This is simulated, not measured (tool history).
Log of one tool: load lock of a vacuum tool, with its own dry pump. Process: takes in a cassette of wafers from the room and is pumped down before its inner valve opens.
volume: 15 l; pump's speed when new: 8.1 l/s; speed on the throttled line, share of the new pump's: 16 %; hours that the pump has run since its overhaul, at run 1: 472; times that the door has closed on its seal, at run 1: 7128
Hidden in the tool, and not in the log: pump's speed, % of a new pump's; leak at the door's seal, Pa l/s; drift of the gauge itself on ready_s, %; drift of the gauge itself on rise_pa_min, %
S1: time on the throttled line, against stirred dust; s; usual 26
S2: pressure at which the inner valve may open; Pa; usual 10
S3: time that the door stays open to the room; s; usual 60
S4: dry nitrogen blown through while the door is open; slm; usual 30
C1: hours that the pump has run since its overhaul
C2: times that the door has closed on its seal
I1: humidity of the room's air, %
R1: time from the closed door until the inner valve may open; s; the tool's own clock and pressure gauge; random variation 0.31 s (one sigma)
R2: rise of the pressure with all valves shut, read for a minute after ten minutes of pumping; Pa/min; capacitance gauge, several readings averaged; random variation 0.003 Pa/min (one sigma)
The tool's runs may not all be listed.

run      day  S1  S2   S3  S4    C1     C2    I1    R1     R2
  1    0.000  26  10   60  30   472   7128  48.5  39.1  0.092
  2    4.583  26  10   30  30   582   7240  47.1  39.1  0.081
  3    8.338  26  10  153  30   672   7331  45.3  39.2  0.109
  4   15.058  26  10  153  30   834   7494  43.5  38.7  0.113
  5   20.362  26  10   60  30   961   7624  45.3  38.8  0.096
  6   23.875  26  18   60  30  1045   7709  44.1  37.6  0.092
  7   27.292  26  18   60  30  1127   7792  43.2  38.0  0.086
  8   33.646  26  14   60  30  1280   7947  44.4  38.3  0.098
  9   38.108  26  14   60  30  1387   8055  47.1  38.5  0.106
 10   41.683  26  14   60   7  1473   8142  47.6  38.6  0.122
 11   48.158  26  14   60   7  1628   8300  48.5  38.8  0.124
 12   51.783  26  14   60   7  1715   8388  44.4  38.6  0.115
 13   57.983  33  10   60  30  1864   8539  43.8  44.8  0.105
 14   64.038  33  10   60  30  2009   8686  42.5  45.1  0.103
 15   68.888  26  10  126  30  2125   8804  44.9  39.4  0.121
 16   73.229  26  10   60  43  2230   8909  42.4  39.3  0.097
 17   79.221  26  14   60  43  2373   9055  45.9  38.9  0.104
 18   85.329  26  14   60  43  2520   9204  41.4  38.3  0.102
 19   90.371  26   9   60  30  2641   9326  46.3  38.2  0.113
 20   95.779  41   9   60  35  2771   9458  47.0  52.3  0.115
 21  101.546  19   9   60   4  2909   9598  45.0  33.7  0.143
 22  107.175  26  20   60   8  3044   9735  48.1  37.5  0.134
 23  113.054  26  20   60   8  3185   9878  45.4  38.2  0.139
 24  118.479  26  20   60   8  3316  10010  42.9  38.3  0.137
 25  123.533  26  13   60  10  3437  10133  48.4  38.9  0.148
 26  129.642  26  13   60  10  3584  10282  43.0  39.0  0.140
 27  134.138  21  13   60  35  3691  10391  47.7  34.7  0.126
 28  140.533  16  18   60   9  3845  10547  44.5  30.3  0.149

Run 29 comes next. What will it give?
 29  146.083  21   8  109   5  3978  10682  44.6   ?   ?

R1: 35.2 s
R2: 0.169 Pa/min
Without the tool's hidden state the same run would have given R1 34.7 s, R2 0.079 Pa/min.

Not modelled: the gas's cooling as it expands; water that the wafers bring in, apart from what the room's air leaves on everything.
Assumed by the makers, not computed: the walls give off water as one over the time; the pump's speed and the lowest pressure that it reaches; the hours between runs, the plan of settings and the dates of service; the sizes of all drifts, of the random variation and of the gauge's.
